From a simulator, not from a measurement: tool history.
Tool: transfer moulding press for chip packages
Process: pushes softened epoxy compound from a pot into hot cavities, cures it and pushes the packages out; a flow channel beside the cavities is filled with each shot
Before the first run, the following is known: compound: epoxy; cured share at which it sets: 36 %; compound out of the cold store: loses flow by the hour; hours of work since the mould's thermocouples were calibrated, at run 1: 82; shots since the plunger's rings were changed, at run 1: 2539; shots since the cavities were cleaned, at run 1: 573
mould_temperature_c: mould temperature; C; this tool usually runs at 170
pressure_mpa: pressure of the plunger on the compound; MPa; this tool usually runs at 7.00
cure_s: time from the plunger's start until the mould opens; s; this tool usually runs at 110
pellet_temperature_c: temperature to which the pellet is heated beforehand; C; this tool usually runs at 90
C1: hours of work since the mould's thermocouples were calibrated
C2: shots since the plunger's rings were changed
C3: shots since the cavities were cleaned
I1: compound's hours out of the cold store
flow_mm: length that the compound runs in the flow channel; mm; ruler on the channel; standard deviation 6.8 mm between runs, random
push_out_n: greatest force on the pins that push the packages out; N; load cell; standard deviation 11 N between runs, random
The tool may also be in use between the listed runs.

Run 1, hour 0.0: usual settings; C1 82; C2 2539; C3 573; I1 25.1. Result: flow_mm 711 mm, push_out_n 498 N.
At hour 44.5: cavities cleaned with cleaning compound and waxed.
Run 2, hour 44.5: usual settings; C1 116; C2 3111; C3 0; I1 32.0. Result: flow_mm 689 mm, push_out_n 468 N.
Run 3, hour 93.0: usual settings but mould_temperature_c 172 C; C1 153; C2 3757; C3 646; I1 40.7. Result: flow_mm 652 mm, push_out_n 450 N.
Run 4, hour 125.3: usual settings; C1 178; C2 4187; C3 1076; I1 16.6. Result: flow_mm 745 mm, push_out_n 486 N.
At hour 130.4: cavities cleaned with cleaning compound and waxed.
Run 5, hour 170.9: usual settings; C1 213; C2 4775; C3 539; I1 44.6. Result: flow_mm 638 mm, push_out_n 452 N.
At hour 185.6: plunger's sealing rings changed.
At hour 219.0: cavities cleaned with cleaning compound and waxed.
Run 6, hour 225.4: usual settings; C1 252; C2 510; C3 85; I1 10.4. Result: flow_mm 786 mm, push_out_n 494 N.
Run 7, hour 279.5: usual settings but cure_s 124 s; C1 294; C2 1231; C3 806; I1 19.0. Result: flow_mm 728 mm, push_out_n 430 N.
At hour 309.3: cavities cleaned with cleaning compound and waxed.
Run 8, hour 336.6: usual settings but cure_s 124 s; C1 337; C2 1971; C3 363; I1 19.7. Result: flow_mm 722 mm, push_out_n 440 N.
Run 9, hour 361.6: usual settings but cure_s 124 s; C1 356; C2 2303; C3 695; I1 20.3. Result: flow_mm 718 mm, push_out_n 437 N.
At hour 397.5: cavities cleaned with cleaning compound and waxed.
Run 10, hour 421.6: usual settings but cure_s 124 s; C1 402; C2 3082; C3 320; I1 26.5. Result: flow_mm 707 mm, push_out_n 423 N.
At hour 450.6: mould's thermocouples calibrated.
Run 11, hour 475.6: usual settings but cure_s 124 s; C1 19; C2 3775; C3 1013; I1 15.9. Result: flow_mm 746 mm, push_out_n 438 N.
At hour 488.0: cavities cleaned with cleaning compound and waxed.
Run 12, hour 508.3: usual settings but pressure_mpa 8.06 MPa, cure_s 95 s, pellet_temperature_c 91 C; C1 44; C2 4191; C3 271; I1 45.4. Result: flow_mm 680 mm, push_out_n 583 N.
Run 13, hour 541.2: usual settings but pressure_mpa 6.46 MPa, pellet_temperature_c 84 C; C1 69; C2 4630; C3 710; I1 32.1. Result: flow_mm 654 mm, push_out_n 474 N.
At hour 569.4: plunger's sealing rings changed.
At hour 580.3: cavities cleaned with cleaning compound and waxed.
Run 14, hour 605.4: usual settings but pellet_temperature_c 89 C; C1 116; C2 460; C3 335; I1 28.9. Result: flow_mm 696 mm, push_out_n 477 N.
Run 15, hour 664.2: usual settings but mould_temperature_c 173 C; C1 161; C2 1242; C3 1117; I1 33.3. Result: flow_mm 664 mm, push_out_n 416 N.
At hour 670.3: cavities cleaned with cleaning compound and waxed.
Run 16, hour 695.9: usual settings but pressure_mpa 8.67 MPa; C1 185; C2 1645; C3 341; I1 8.5. Result: flow_mm 860 mm, push_out_n 489 N.
Run 17, hour 727.6: usual settings but pressure_mpa 8.67 MPa; C1 209; C2 2067; C3 763; I1 27.6. Result: flow_mm 784 mm, push_out_n 478 N.
At hour 757.2: cavities cleaned with cleaning compound and waxed.
Run 18, hour 764.7: usual settings but pressure_mpa 8.67 MPa; C1 237; C2 2540; C3 99; I1 18.4. Result: flow_mm 811 mm, push_out_n 482 N.
Run 19, hour 805.2: usual settings but mould_temperature_c 164 C, pressure_mpa 8.67 MPa; C1 268; C2 3080; C3 639; I1 17.9. Result: flow_mm 841 mm, push_out_n 712 N.
At hour 847.5: cavities cleaned with cleaning compound and waxed.
Run 20, hour 855.2: usual settings but mould_temperature_c 175 C, pellet_temperature_c 82 C; C1 306; C2 3726; C3 103; I1 38.4. Result: flow_mm 648 mm, push_out_n 418 N.
Run 21, hour 907.6: usual settings but mould_temperature_c 167 C, cure_s 115 s; C1 347; C2 4424; C3 801; I1 31.5. Result: flow_mm 707 mm, push_out_n 516 N.
At hour 933.5: cavities cleaned with cleaning compound and waxed.
At hour 950.8: plunger's sealing rings changed.
Run 22, hour 964.2: usual settings but mould_temperature_c 169 C, pressure_mpa 5.77 MPa, pellet_temperature_c 98 C; C1 387; C2 180; C3 376; I1 25.4. Result: flow_mm 637 mm, push_out_n 478 N.

Alternative continuations, all from the tool just after run 22; predict every row:
At hour 1010.4: mould's thermocouples calibrated.
At hour 1024.4: cavities cleaned with cleaning compound and waxed.
Run A, hour 1025.3: usual settings but mould_temperature_c 174 C, cure_s 94 s; C1 10; C2 947; C3 13; I1 15.0. Result: flow_mm ?, push_out_n ?.
At hour 1010.4: mould's thermocouples calibrated.
At hour 1024.4: cavities cleaned with cleaning compound and waxed.
Run B, hour 1025.3: usual settings but pressure_mpa 6.91 MPa, cure_s 115 s, pellet_temperature_c 94 C; C1 10; C2 947; C3 13; I1 29.0. Result: flow_mm ?, push_out_n ?.
At hour 1010.4: mould's thermocouples calibrated.
At hour 1024.4: cavities cleaned with cleaning compound and waxed.
Run C, hour 1025.3: usual settings but pressure_mpa 6.42 MPa; C1 10; C2 947; C3 13; I1 11.1. Result: flow_mm ?, push_out_n ?.

run  flow_mm  push_out_n
  A      727         503
  B      696         466
  C      739         494
The same runs, with their run-to-run variation unchanged, on a tool lacking any hidden condition would have given:
run  flow_mm  push_out_n
  A      728         502
  B      697         466
  C      739         494

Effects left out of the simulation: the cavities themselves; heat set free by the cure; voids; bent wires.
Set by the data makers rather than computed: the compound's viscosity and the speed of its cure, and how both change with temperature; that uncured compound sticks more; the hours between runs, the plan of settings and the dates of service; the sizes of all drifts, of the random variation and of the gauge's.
